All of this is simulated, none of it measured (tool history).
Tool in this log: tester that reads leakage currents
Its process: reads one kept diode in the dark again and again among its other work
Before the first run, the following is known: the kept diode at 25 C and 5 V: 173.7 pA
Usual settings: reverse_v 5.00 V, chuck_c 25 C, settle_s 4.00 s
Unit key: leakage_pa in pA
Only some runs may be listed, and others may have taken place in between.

Run 1, day 0.000: usual settings. Result: leakage_pa 174.09 pA.
Run 2, day 1.808: usual settings. Result: leakage_pa 174.77 pA.
Run 3, day 3.962: usual settings but reverse_v 9.05 V. Result: leakage_pa 244.44 pA.
Run 4, day 5.329: usual settings but reverse_v 9.05 V. Result: leakage_pa 244.29 pA.
Run 5, day 7.954: usual settings but reverse_v 9.05 V. Result: leakage_pa 243.65 pA.
Run 6, day 11.221: usual settings but reverse_v 9.05 V. Result: leakage_pa 244.90 pA.
Run 7, day 13.321: usual settings. Result: leakage_pa 174.35 pA.
Run 8, day 15.900: usual settings. Result: leakage_pa 173.99 pA.
Run 9, day 17.833: usual settings. Result: leakage_pa 174.76 pA.
Run 10, day 19.367: usual settings. Result: leakage_pa 174.56 pA.
Run 11, day 21.629: usual settings. Result: leakage_pa 174.22 pA.
Run 12, day 24.508: usual settings. Result: leakage_pa 173.49 pA.
Run 13, day 26.758: usual settings. Result: leakage_pa 174.44 pA.
Run 14, day 29.262: usual settings. Result: leakage_pa 173.25 pA.
Run 15, day 31.662: usual settings. Result: leakage_pa 174.70 pA.
Run 16, day 33.858: usual settings but reverse_v 15.92 V. Result: leakage_pa 339.76 pA.
Run 17, day 35.438: usual settings but reverse_v 15.92 V. Result: leakage_pa 337.52 pA.
Run 18, day 37.071: usual settings but reverse_v 15.92 V. Result: leakage_pa 336.55 pA.
Run 19, day 38.712: usual settings but reverse_v 15.92 V. Result: leakage_pa 337.65 pA.
Run 20, day 41.654: usual settings but reverse_v 5.40 V. Result: leakage_pa 181.25 pA.
Run 21, day 44.742: usual settings but chuck_c 46 C. Result: leakage_pa 816.66 pA.
Run 22, day 46.867: usual settings but reverse_v 3.90 V. Result: leakage_pa 150.21 pA.
Run 23, day 48.308: usual settings but reverse_v 11.28 V, settle_s 0.54 s. Result: leakage_pa 283.07 pA.
Run 24, day 49.688: usual settings but reverse_v 11.28 V, chuck_c 40 C, settle_s 0.54 s. Result: leakage_pa 857.83 pA.
Run 25, day 51.121: usual settings but reverse_v 3.15 V, chuck_c 58 C, settle_s 0.78 s. Result: leakage_pa 1400.65 pA.
Run 26, day 52.896: usual settings but reverse_v 8.22 V, chuck_c 27 C, settle_s 0.49 s. Result: leakage_pa 274.98 pA.
Run 27, day 56.254: usual settings but reverse_v 1.01 V, chuck_c 30 C, settle_s 1.33 s. Result: leakage_pa 103.26 pA.
Run 28, day 59.508: usual settings but reverse_v 1.01 V, chuck_c 30 C, settle_s 1.33 s. Result: leakage_pa 102.71 pA.
Run 29, day 62.342: usual settings but reverse_v 1.81 V, chuck_c 22 C. Result: leakage_pa 76.58 pA.
Run 30, day 65.208: usual settings but reverse_v 2.29 V, chuck_c 29 C, settle_s 2.38 s. Result: leakage_pa 151.43 pA.
Run 31, day 67.683: usual settings but reverse_v 2.29 V, chuck_c 29 C, settle_s 2.38 s. Result: leakage_pa 151.79 pA.
Run 32, day 71.050: usual settings but settle_s 0.93 s. Result: leakage_pa 175.05 pA.
Run 33, day 74.229: usual settings but reverse_v 8.79 V, chuck_c 27 C, settle_s 9.01 s. Result: leakage_pa 279.02 pA.
Run 34, day 76.329: usual settings but reverse_v 5.84 V, chuck_c 36 C, settle_s 0.42 s. Result: leakage_pa 441.31 pA.
Run 35, day 78.171: usual settings but chuck_c 35 C, settle_s 0.57 s. Result: leakage_pa 374.20 pA.
Run 36, day 81.238: usual settings but reverse_v 1.39 V, settle_s 1.16 s. Result: leakage_pa 83.85 pA.
At day 82.296: chuck's temperature calibrated.
Run 37, day 82.821: usual settings but reverse_v 1.05 V, chuck_c 28 C, settle_s 4.35 s. Result: leakage_pa 90.01 pA.
Run 38, day 84.375: usual settings but reverse_v 1.05 V, chuck_c 28 C, settle_s 4.35 s. Result: leakage_pa 90.18 pA.
Run 39, day 86.521: usual settings but reverse_v 1.48 V, settle_s 8.69 s. Result: leakage_pa 86.61 pA.

Table of differences, measured result less the result of that run with no hidden state. Run-to-run variation is the same in both. Gauge scatter possibly is not:
The hidden state here: stray current of the dirty probe card, pA a volt; current scale over the true one, %; true chuck temperature over the reading, C; drift of the gauge itself on leakage_pa, %.
run  leakage_pa
  1       -0.14
  2       -0.15
  3       -0.20
  4       -0.21
  5       -0.21
  6       -0.23
  7       -0.18
  8       -0.18
  9       -0.19
 10       -0.19
 11       -0.20
 12       -0.20
 13       -0.21
 14       -0.22
 15       -0.22
 16       -0.35
 17       -0.36
 18       -0.36
 19       -0.37
 20       -0.25
 21       -1.39
 22       -0.23
 23       -0.36
 24       -1.46
 25       -2.53
 26       -0.42
 27       -0.21
 28       -0.22
 29       -0.14
 30       -0.32
 31       -0.33
 32       -0.33
 33       -0.51
 34       -0.99
 35       -0.86
 36       -0.21
 37       -0.01
 38       -0.01
 39       +0.00
